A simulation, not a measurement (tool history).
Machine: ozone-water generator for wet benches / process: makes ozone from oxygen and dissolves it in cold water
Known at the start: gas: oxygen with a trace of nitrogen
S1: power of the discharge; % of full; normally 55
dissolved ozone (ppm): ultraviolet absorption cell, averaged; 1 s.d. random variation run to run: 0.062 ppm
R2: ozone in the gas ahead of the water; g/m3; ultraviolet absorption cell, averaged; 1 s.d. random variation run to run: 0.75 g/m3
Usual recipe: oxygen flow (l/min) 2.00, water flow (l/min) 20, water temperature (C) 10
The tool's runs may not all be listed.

run 1 hour=0.0 | S1=55 oxygen_flow_(l/min)=2.00 water_flow_(l/min)=20 water_temperature_(C)=10 | dissolved_ozone_(ppm)=9.41 R2=146.6
run 2 hour=20.9 | S1=55 oxygen_flow_(l/min)=2.00 water_flow_(l/min)=20 water_temperature_(C)=10 | dissolved_ozone_(ppm)=9.45 R2=146.0
run 3 hour=39.0 | S1=55 oxygen_flow_(l/min)=2.00 water_flow_(l/min)=25 water_temperature_(C)=10 | dissolved_ozone_(ppm)=7.14 R2=146.7
run 4 hour=65.1 | S1=55 oxygen_flow_(l/min)=2.00 water_flow_(l/min)=25 water_temperature_(C)=10 | dissolved_ozone_(ppm)=7.20 R2=146.3
run 5 hour=102.0 | S1=55 oxygen_flow_(l/min)=2.00 water_flow_(l/min)=20 water_temperature_(C)=10 | dissolved_ozone_(ppm)=9.47 R2=146.4
run 6 hour=138.2 | S1=55 oxygen_flow_(l/min)=2.00 water_flow_(l/min)=20 water_temperature_(C)=10 | dissolved_ozone_(ppm)=9.42 R2=145.8
run 7 hour=181.0 | S1=55 oxygen_flow_(l/min)=2.00 water_flow_(l/min)=20 water_temperature_(C)=10 | dissolved_ozone_(ppm)=9.42 R2=145.4
run 8 hour=222.6 | S1=55 oxygen_flow_(l/min)=2.00 water_flow_(l/min)=20 water_temperature_(C)=10 | dissolved_ozone_(ppm)=9.28 R2=145.6
run 9 hour=242.2 | S1=55 oxygen_flow_(l/min)=1.34 water_flow_(l/min)=20 water_temperature_(C)=10 | dissolved_ozone_(ppm)=7.94 R2=170.6
run 10 hour=276.4 | S1=55 oxygen_flow_(l/min)=2.00 water_flow_(l/min)=20 water_temperature_(C)=5 | dissolved_ozone_(ppm)=9.61 R2=145.8
run 11 hour=313.3 | S1=89 oxygen_flow_(l/min)=2.00 water_flow_(l/min)=20 water_temperature_(C)=10 | dissolved_ozone_(ppm)=13.86 R2=215.2
run 12 hour=336.2 | S1=55 oxygen_flow_(l/min)=2.00 water_flow_(l/min)=29 water_temperature_(C)=10 | dissolved_ozone_(ppm)=6.02 R2=145.4
run 13 hour=378.1 | S1=55 oxygen_flow_(l/min)=2.00 water_flow_(l/min)=29 water_temperature_(C)=10 | dissolved_ozone_(ppm)=6.03 R2=144.8
run 14 hour=415.1 | S1=55 oxygen_flow_(l/min)=2.00 water_flow_(l/min)=29 water_temperature_(C)=10 | dissolved_ozone_(ppm)=5.95 R2=144.6
run 15 hour=434.2 | S1=54 oxygen_flow_(l/min)=2.74 water_flow_(l/min)=20 water_temperature_(C)=10 | dissolved_ozone_(ppm)=10.21 R2=124.9
run 16 hour=458.6 | S1=54 oxygen_flow_(l/min)=2.74 water_flow_(l/min)=20 water_temperature_(C)=10 | dissolved_ozone_(ppm)=10.31 R2=125.7
run 17 hour=482.9 | S1=54 oxygen_flow_(l/min)=2.74 water_flow_(l/min)=20 water_temperature_(C)=10 | dissolved_ozone_(ppm)=10.21 R2=126.4
run 18 hour=517.1 | S1=54 oxygen_flow_(l/min)=1.32 water_flow_(l/min)=16 water_temperature_(C)=15 | dissolved_ozone_(ppm)=9.65 R2=171.2
run 19 hour=555.9 | S1=54 oxygen_flow_(l/min)=1.32 water_flow_(l/min)=16 water_temperature_(C)=15 | dissolved_ozone_(ppm)=9.66 R2=168.9
run 20 hour=590.5 | S1=80 oxygen_flow_(l/min)=2.30 water_flow_(l/min)=16 water_temperature_(C)=15 | dissolved_ozone_(ppm)=16.14 R2=185.5
run 21 hour=610.7 | S1=55 oxygen_flow_(l/min)=2.00 water_flow_(l/min)=13 water_temperature_(C)=7 | dissolved_ozone_(ppm)=14.84 R2=144.6
run 22 hour=643.0 | S1=42 oxygen_flow_(l/min)=3.52 water_flow_(l/min)=24 water_temperature_(C)=8 | dissolved_ozone_(ppm)=7.49 R2=92.4
run 23 hour=672.4 | S1=42 oxygen_flow_(l/min)=3.52 water_flow_(l/min)=24 water_temperature_(C)=8 | dissolved_ozone_(ppm)=7.45 R2=91.6
run 24 hour=711.9 | S1=55 oxygen_flow_(l/min)=1.03 water_flow_(l/min)=30 water_temperature_(C)=12 | dissolved_ozone_(ppm)=4.12 R2=188.2

Results for each run, recomputed without the tool's hidden state and with each run's random variation untouched:
Hidden state at play: yield of the discharge, % of new electrodes'; contactor's efficiency, % of a clean one's; true water temperature over the reading, C; drift of the gauge itself on ozone_ppm, %; drift of the gauge itself on gas_g_m3, %.
run=1 dissolved_ozone_(ppm)=9.74 R2=146.9
run=2 dissolved_ozone_(ppm)=9.78 R2=146.3
run=3 dissolved_ozone_(ppm)=7.43 R2=147.0
run=4 dissolved_ozone_(ppm)=7.51 R2=146.7
run=5 dissolved_ozone_(ppm)=9.82 R2=146.9
run=6 dissolved_ozone_(ppm)=9.77 R2=146.3
run=7 dissolved_ozone_(ppm)=9.79 R2=146.0
run=8 dissolved_ozone_(ppm)=9.66 R2=146.4
run=9 dissolved_ozone_(ppm)=8.26 R2=171.5
run=10 dissolved_ozone_(ppm)=10.00 R2=146.7
run=11 dissolved_ozone_(ppm)=14.49 R2=217.2
run=12 dissolved_ozone_(ppm)=6.33 R2=146.3
run=13 dissolved_ozone_(ppm)=6.35 R2=145.8
run=14 dissolved_ozone_(ppm)=6.28 R2=145.7
run=15 dissolved_ozone_(ppm)=10.68 R2=125.9
run=16 dissolved_ozone_(ppm)=10.79 R2=126.7
run=17 dissolved_ozone_(ppm)=10.69 R2=127.5
run=18 dissolved_ozone_(ppm)=10.04 R2=172.7
run=19 dissolved_ozone_(ppm)=10.06 R2=170.5
run=20 dissolved_ozone_(ppm)=16.90 R2=188.1
run=21 dissolved_ozone_(ppm)=15.39 R2=146.1
run=22 dissolved_ozone_(ppm)=7.89 R2=93.1
run=23 dissolved_ozone_(ppm)=7.86 R2=92.3
run=24 dissolved_ozone_(ppm)=4.39 R2=190.4

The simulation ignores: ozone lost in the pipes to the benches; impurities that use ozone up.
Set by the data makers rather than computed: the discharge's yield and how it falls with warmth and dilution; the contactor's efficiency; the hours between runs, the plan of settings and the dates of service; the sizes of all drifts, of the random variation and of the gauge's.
